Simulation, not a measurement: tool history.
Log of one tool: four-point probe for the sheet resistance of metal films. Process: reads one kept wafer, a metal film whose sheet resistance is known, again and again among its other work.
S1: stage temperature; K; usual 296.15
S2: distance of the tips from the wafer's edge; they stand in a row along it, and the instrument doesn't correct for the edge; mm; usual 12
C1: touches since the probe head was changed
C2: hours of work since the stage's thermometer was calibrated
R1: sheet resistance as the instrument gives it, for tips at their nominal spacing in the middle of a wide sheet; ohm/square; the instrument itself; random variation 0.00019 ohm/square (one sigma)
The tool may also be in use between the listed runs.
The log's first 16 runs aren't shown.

{"run": 17, "hour": 341.0, "S1": 294.15, "S2": 18, "C1": 31473, "C2": 667, "R1": 0.92565}
{"run": 18, "hour": 362.7, "S1": 294.15, "S2": 18, "C1": 32295, "C2": 683, "R1": 0.925496}
{"run": 19, "hour": 384.8, "S1": 296.15, "S2": 12, "C1": 33135, "C2": 699, "R1": 0.927272}
{"run": 20, "hour": 396.0, "S1": 296.15, "S2": 12, "C1": 33563, "C2": 708, "R1": 0.927069}
{"run": 21, "hour": 423.8, "S1": 296.15, "S2": 12, "C1": 34617, "C2": 728, "R1": 0.927215}
{"run": 22, "hour": 443.8, "S1": 296.15, "S2": 5, "C1": 35377, "C2": 743, "R1": 0.933468}
{"run": 23, "hour": 465.6, "S1": 296.15, "S2": 30, "C1": 36205, "C2": 759, "R1": 0.92559}
{"run": 24, "hour": 493.6, "S1": 298.15, "S2": 4, "C1": 37268, "C2": 780, "R1": 0.938605}
{"run": 25, "hour": 510.9, "S1": 301.15, "S2": 14, "C1": 37927, "C2": 793, "R1": 0.928272}
{"run": 26, "hour": 525.4, "S1": 301.15, "S2": 14, "C1": 38478, "C2": 804, "R1": 0.928285}
{"run": 27, "hour": 537.2, "S1": 294.15, "S2": 4, "C1": 38926, "C2": 813, "R1": 0.93706}
{"run": 28, "hour": 560.1, "S1": 307.15, "S2": 40, "C1": 39796, "C2": 830, "R1": 0.929263}
{"run": 29, "hour": 586.3, "S1": 307.15, "S2": 40, "C1": 40791, "C2": 849, "R1": 0.928971}
{"run": 30, "hour": 601.3, "S1": 305.15, "S2": 36, "C1": 41362, "C2": 860, "R1": 0.928353}
{"run": 31, "hour": 617.0, "S1": 295.15, "S2": 4, "C1": 41957, "C2": 872, "R1": 0.937159}
{"run": 32, "hour": 643.2, "S1": 295.15, "S2": 47, "C1": 42951, "C2": 892, "R1": 0.92506}
{"run": 33, "hour": 665.3, "S1": 295.15, "S2": 47, "C1": 43791, "C2": 908, "R1": 0.924615}
{"run": 34, "hour": 684.9, "S1": 297.15, "S2": 7, "C1": 44537, "C2": 923, "R1": 0.929297}
{"run": 35, "hour": 703.3, "S1": 294.15, "S2": 36, "C1": 45235, "C2": 936, "R1": 0.924257}
{"run": 36, "hour": 721.6, "S1": 296.15, "S2": 48, "C1": 45932, "C2": 950, "R1": 0.924811}
{"run": 37, "hour": 735.2, "S1": 294.15, "S2": 68, "C1": 46448, "C2": 960, "R1": 0.923984}
{"run": 38, "hour": 754.8, "S1": 294.15, "S2": 68, "C1": 47193, "C2": 975, "R1": 0.923602}
{"run": 39, "hour": 782.7, "S1": 301.15, "S2": 57, "C1": 48254, "C2": 995, "R1": 0.926389}
{"run": 40, "hour": 796.9, "S1": 301.15, "S2": 57, "C1": 48791, "C2": 1006, "R1": 0.925992}

4 ways to go on from here, each from the tool as it stands after run 40. What would each give?
{"run": "A", "hour": 808.3, "S1": 295.15, "S2": 12, "C1": 49224, "C2": 1014, "R1": "?"}
{"run": "B", "hour": 808.3, "S1": 298.15, "S2": 18, "C1": 49224, "C2": 1014, "R1": "?"}
{"run": "C", "hour": 808.3, "S1": 296.15, "S2": 22, "C1": 49224, "C2": 1014, "R1": "?"}
{"run": "D", "hour": 808.3, "S1": 303.15, "S2": 3, "C1": 49224, "C2": 1014, "R1": "?"}

run=A R1=0.925647
run=B R1=0.925296
run=C R1=0.924721
run=D R1=0.948752
Without the tool's hidden state the same runs would have given:
run=A R1=0.92541
run=B R1=0.925064
run=C R1=0.924486
run=D R1=0.948523
